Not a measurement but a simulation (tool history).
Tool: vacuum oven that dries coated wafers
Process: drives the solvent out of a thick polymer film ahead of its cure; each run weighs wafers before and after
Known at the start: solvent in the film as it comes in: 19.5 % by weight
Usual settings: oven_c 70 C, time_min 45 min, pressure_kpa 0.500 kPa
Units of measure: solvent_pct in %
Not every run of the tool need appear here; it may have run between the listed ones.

run    hour  oven_c  time_min  pressure_kpa  solvent_pct
  1     0.0      70        45         0.500         3.98
  2    55.2      70        45         0.500         3.94
  3   103.2      67        45         0.500         5.04
  4   161.8      67        45         0.500         4.83
  5   235.7      70        45         0.500         3.76
  6   284.3      70        45         0.301         3.77
  7   348.2      70        45         0.500         3.79
  8   409.9      70        45         0.500         3.75
  9   482.2      70        45         0.438         3.90
 10   521.6      70        45         0.438         3.72
 11   599.8      70        45         0.500         3.66
 12   635.4      63        45         0.500         6.31
 13   707.9      70        45         0.320         3.46
 14   754.9      70        45         0.500         3.67
      761.5  -- vacuum gauge cleaned of residue and calibrated
      800.8  -- oven's thermocouples calibrated
 15   813.9      70        45         0.500         4.20
 16   884.9      70        27         0.500         6.85
 17   919.1      70        27         0.500         7.03
 18   958.1      70        27         0.500         6.93
 19  1013.9      70        27         0.500         6.97
 20  1071.1      70        27         0.500         6.87
     1085.4  -- vacuum gauge cleaned of residue and calibrated, once more
 21  1143.7      70        32         0.590         5.75
 22  1186.0      62        52         1.664         6.46
 23  1227.1      57        62         1.674         7.72
 24  1306.6      55        23         1.902        12.82
 25  1361.8      71        25         1.724         7.21
 26  1422.9      71        25         1.724         7.16
 27  1500.2      60        23         1.731        11.25
 28  1572.6      65        45         0.617         5.41
 29  1654.0      60        41         0.500         7.84
     1703.3  -- oven's thermocouples calibrated
 30  1718.5      60        27         0.500        10.38
 31  1758.6      83        31         0.358         1.84
 32  1810.6      61        45         0.360         7.02
 33  1856.7      61        40         1.918         8.45
 34  1913.0      81        27         1.918         3.38
 35  1963.5      74        45         0.500         2.53
 36  2038.9      75        45         0.264         2.09
 37  2097.0      70        45         0.667         3.70

4 ways to go on from here, each from the tool as it stands after run 37. What would each give?
  A  2160.1      70        45         0.334            ?
  B  2160.1      58        37         0.622            ?
  C  2160.1      70        36         1.590            ?
  D  2160.1      72        45         0.667            ?

run  solvent_pct
  A         3.57
  B         9.21
  C         5.47
  D         3.13
Without the tool's unlogged condition, the same runs would have read:
run  solvent_pct
  A         3.79
  B         9.44
  C         5.73
  D         3.33

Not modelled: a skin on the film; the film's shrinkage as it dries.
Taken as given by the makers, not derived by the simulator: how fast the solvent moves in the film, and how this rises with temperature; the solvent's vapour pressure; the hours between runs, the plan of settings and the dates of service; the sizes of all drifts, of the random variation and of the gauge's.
